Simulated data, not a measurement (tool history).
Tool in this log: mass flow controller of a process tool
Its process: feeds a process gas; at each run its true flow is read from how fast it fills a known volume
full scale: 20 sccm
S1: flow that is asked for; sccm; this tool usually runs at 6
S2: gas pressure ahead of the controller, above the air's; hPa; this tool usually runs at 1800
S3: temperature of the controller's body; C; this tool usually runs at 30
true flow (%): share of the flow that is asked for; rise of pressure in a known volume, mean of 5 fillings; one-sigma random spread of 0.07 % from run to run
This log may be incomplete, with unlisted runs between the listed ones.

run 1 hour=0.0 | S1=6 S2=1800 S3=30 | true_flow_(%)=98.95
run 2 hour=462.6 | S1=6 S2=1800 S3=21 | true_flow_(%)=98.13
run 3 hour=680.0 | S1=6 S2=1800 S3=21 | true_flow_(%)=97.99
run 4 hour=911.6 | S1=6 S2=1800 S3=21 | true_flow_(%)=98.05
run 5 hour=1227.3 | S1=6 S2=1800 S3=21 | true_flow_(%)=98.07
-- hour=1463.8 controller's zero set anew
run 6 hour=1760.2 | S1=6 S2=1800 S3=21 | true_flow_(%)=97.97

Run 7 has not been measured yet. What should we expect?
run 7 hour=2262.7 | S1=6 S2=1800 S3=21 | true_flow_(%)=?

true flow (%): 98.02
Take away the tool's hidden state, keep the run-to-run variation as it was, and the same run would have given true flow (%) 97.88.
